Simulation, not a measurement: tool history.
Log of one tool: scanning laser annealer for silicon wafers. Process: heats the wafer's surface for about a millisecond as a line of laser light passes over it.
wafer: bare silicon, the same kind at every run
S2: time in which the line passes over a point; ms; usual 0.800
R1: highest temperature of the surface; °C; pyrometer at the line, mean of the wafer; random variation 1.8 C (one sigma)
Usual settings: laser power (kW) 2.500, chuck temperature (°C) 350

{"run": 1, "hour": 0.0, "laser power (kW)": 2.5, "S2": 0.8, "chuck temperature (°C)": 350, "R1": 1029}
{"run": 2, "hour": 18.6, "laser power (kW)": 2.5, "S2": 0.8, "chuck temperature (°C)": 350, "R1": 1029}
{"run": 3, "hour": 59.8, "laser power (kW)": 2.5, "S2": 0.8, "chuck temperature (°C)": 350, "R1": 1032}
{"run": 4, "hour": 93.6, "laser power (kW)": 2.5, "S2": 0.8, "chuck temperature (°C)": 350, "R1": 1029}
{"run": 5, "hour": 115.3, "laser power (kW)": 2.5, "S2": 0.8, "chuck temperature (°C)": 350, "R1": 1031}
{"run": 6, "hour": 136.5, "laser power (kW)": 2.5, "S2": 0.8, "chuck temperature (°C)": 350, "R1": 1029}
{"run": 7, "hour": 154.5, "laser power (kW)": 2.5, "S2": 0.8, "chuck temperature (°C)": 350, "R1": 1030}
{"run": 8, "hour": 172.0, "laser power (kW)": 2.661, "S2": 0.8, "chuck temperature (°C)": 350, "R1": 1084}
{"run": 9, "hour": 206.1, "laser power (kW)": 2.661, "S2": 0.8, "chuck temperature (°C)": 350, "R1": 1086}
{"run": 10, "hour": 238.6, "laser power (kW)": 2.661, "S2": 0.8, "chuck temperature (°C)": 312, "R1": 1046}
{"run": 11, "hour": 268.2, "laser power (kW)": 2.136, "S2": 0.8, "chuck temperature (°C)": 312, "R1": 859}
{"run": 12, "hour": 306.9, "laser power (kW)": 2.136, "S2": 0.8, "chuck temperature (°C)": 312, "R1": 859}
{"hour": 314.5, "done": "optics aligned, line set to its width"}
{"run": 13, "hour": 351.6, "laser power (kW)": 2.136, "S2": 0.8, "chuck temperature (°C)": 312, "R1": 861}
{"run": 14, "hour": 372.4, "laser power (kW)": 2.136, "S2": 0.8, "chuck temperature (°C)": 312, "R1": 858}
{"hour": 387.6, "done": "window over the wafer cleaned"}
{"run": 15, "hour": 405.2, "laser power (kW)": 2.136, "S2": 0.8, "chuck temperature (°C)": 312, "R1": 878}
{"hour": 427.9, "done": "optics aligned, line set to its width, once more"}
{"run": 16, "hour": 444.8, "laser power (kW)": 2.5, "S2": 0.829, "chuck temperature (°C)": 350, "R1": 1054}
{"run": 17, "hour": 478.0, "laser power (kW)": 2.5, "S2": 0.829, "chuck temperature (°C)": 350, "R1": 1059}
{"run": 18, "hour": 517.5, "laser power (kW)": 2.5, "S2": 0.829, "chuck temperature (°C)": 350, "R1": 1058}
{"run": 19, "hour": 534.5, "laser power (kW)": 2.39, "S2": 0.794, "chuck temperature (°C)": 311, "R1": 965}
{"run": 20, "hour": 567.7, "laser power (kW)": 2.462, "S2": 0.637, "chuck temperature (°C)": 387, "R1": 999}

The next listed run, before its measurement:
{"run": 21, "hour": 606.9, "laser power (kW)": 2.567, "S2": 0.576, "chuck temperature (°C)": 327, "R1": "?"}

{"run 21": {"R1": 946}}
Without the tool's hidden state the same run would have given R1 952 °C.

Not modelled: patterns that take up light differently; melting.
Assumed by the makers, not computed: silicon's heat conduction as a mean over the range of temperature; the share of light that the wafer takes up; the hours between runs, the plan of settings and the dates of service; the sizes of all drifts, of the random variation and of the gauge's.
